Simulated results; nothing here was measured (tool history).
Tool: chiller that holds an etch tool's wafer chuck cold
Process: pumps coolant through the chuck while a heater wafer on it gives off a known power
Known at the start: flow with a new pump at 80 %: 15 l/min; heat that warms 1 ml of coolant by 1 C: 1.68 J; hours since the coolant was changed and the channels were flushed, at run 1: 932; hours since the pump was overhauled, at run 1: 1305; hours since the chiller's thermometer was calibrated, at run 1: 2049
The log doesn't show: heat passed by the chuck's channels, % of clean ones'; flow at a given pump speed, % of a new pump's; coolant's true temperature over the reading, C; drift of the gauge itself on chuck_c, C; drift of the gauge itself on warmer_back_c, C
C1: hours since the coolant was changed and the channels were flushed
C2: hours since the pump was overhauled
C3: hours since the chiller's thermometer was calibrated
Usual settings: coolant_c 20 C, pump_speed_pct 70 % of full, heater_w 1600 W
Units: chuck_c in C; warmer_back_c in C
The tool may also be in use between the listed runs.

Run 1, hour 0.0: usual settings; C1 932; C2 1305; C3 2049. Result: chuck_c 38.6 C, warmer_back_c 4.42 C.
Run 2, hour 133.9: usual settings; C1 1066; C2 1439; C3 2183. Result: chuck_c 38.5 C, warmer_back_c 4.46 C.
Run 3, hour 248.8: usual settings; C1 1181; C2 1553; C3 2297. Result: chuck_c 38.4 C, warmer_back_c 4.39 C.
Run 4, hour 320.7: usual settings but pump_speed_pct 69 % of full; C1 1253; C2 1625; C3 2369. Result: chuck_c 38.9 C, warmer_back_c 4.50 C.
Run 5, hour 385.7: usual settings but pump_speed_pct 69 % of full; C1 1318; C2 1690; C3 2434. Result: chuck_c 38.8 C, warmer_back_c 4.50 C.
At hour 435.3: chiller's thermometer calibrated.
Run 6, hour 494.8: usual settings but pump_speed_pct 69 % of full; C1 1426; C2 1798; C3 59. Result: chuck_c 38.7 C, warmer_back_c 4.47 C.
Run 7, hour 583.7: usual settings but pump_speed_pct 74 % of full; C1 1515; C2 1887; C3 148. Result: chuck_c 37.9 C, warmer_back_c 4.23 C.
Run 8, hour 664.1: usual settings but pump_speed_pct 74 % of full; C1 1595; C2 1968; C3 229. Result: chuck_c 38.0 C, warmer_back_c 4.19 C.
Run 9, hour 747.1: usual settings but pump_speed_pct 74 % of full; C1 1678; C2 2051; C3 312. Result: chuck_c 37.9 C, warmer_back_c 4.24 C.
Run 10, hour 874.2: usual settings but pump_speed_pct 61 % of full; C1 1805; C2 2178; C3 439. Result: chuck_c 40.4 C, warmer_back_c 5.11 C.
Run 11, hour 951.6: usual settings but pump_speed_pct 61 % of full; C1 1883; C2 2255; C3 516. Result: chuck_c 40.3 C, warmer_back_c 5.08 C.
Run 12, hour 1035.2: usual settings; C1 1966; C2 2339; C3 600. Result: chuck_c 38.7 C, warmer_back_c 4.45 C.
Run 13, hour 1118.2: usual settings; C1 2049; C2 2422; C3 683. Result: chuck_c 38.7 C, warmer_back_c 4.45 C.
Run 14, hour 1198.7: usual settings; C1 2130; C2 2502; C3 763. Result: chuck_c 38.8 C, warmer_back_c 4.52 C.
At hour 1210.8: coolant pump overhauled.
Run 15, hour 1337.8: usual settings; C1 2264; C2 127; C3 897. Result: chuck_c 39.3 C, warmer_back_c 4.49 C.
Run 16, hour 1441.6: usual settings but coolant_c 17 C; C1 2367; C2 231; C3 1001. Result: chuck_c 36.1 C, warmer_back_c 4.53 C.
Run 17, hour 1564.2: usual settings but coolant_c 17 C; C1 2490; C2 353; C3 1124. Result: chuck_c 36.2 C, warmer_back_c 4.56 C.
Run 18, hour 1635.0: usual settings but coolant_c 17 C; C1 2561; C2 424; C3 1195. Result: chuck_c 36.0 C, warmer_back_c 4.49 C.
Run 19, hour 1719.8: usual settings but coolant_c 17 C; C1 2646; C2 509; C3 1279. Result: chuck_c 36.3 C, warmer_back_c 4.58 C.
Run 20, hour 1852.4: usual settings but coolant_c 17 C; C1 2778; C2 642; C3 1412. Result: chuck_c 36.3 C, warmer_back_c 4.57 C.
Run 21, hour 1936.1: usual settings but coolant_c 17 C; C1 2862; C2 725; C3 1496. Result: chuck_c 36.5 C, warmer_back_c 4.56 C.
Run 22, hour 1994.6: usual settings but coolant_c 17 C, heater_w 1586 W; C1 2920; C2 784; C3 1554. Result: chuck_c 36.1 C, warmer_back_c 4.43 C.

The next listed run, before its measurement:
At hour 2049.2: coolant pump overhauled, once more.
Run 23, hour 2097.6: usual settings but coolant_c 11 C, pump_speed_pct 71 % of full, heater_w 1586 W; C1 3019; C2 48; C3 1652. Result: chuck_c ?, warmer_back_c ?.

chuck_c: 29.5 C
warmer_back_c: 4.26 C
Without the tool's hidden state the same run would have given chuck_c 28.5 C, warmer_back_c 4.26 C.
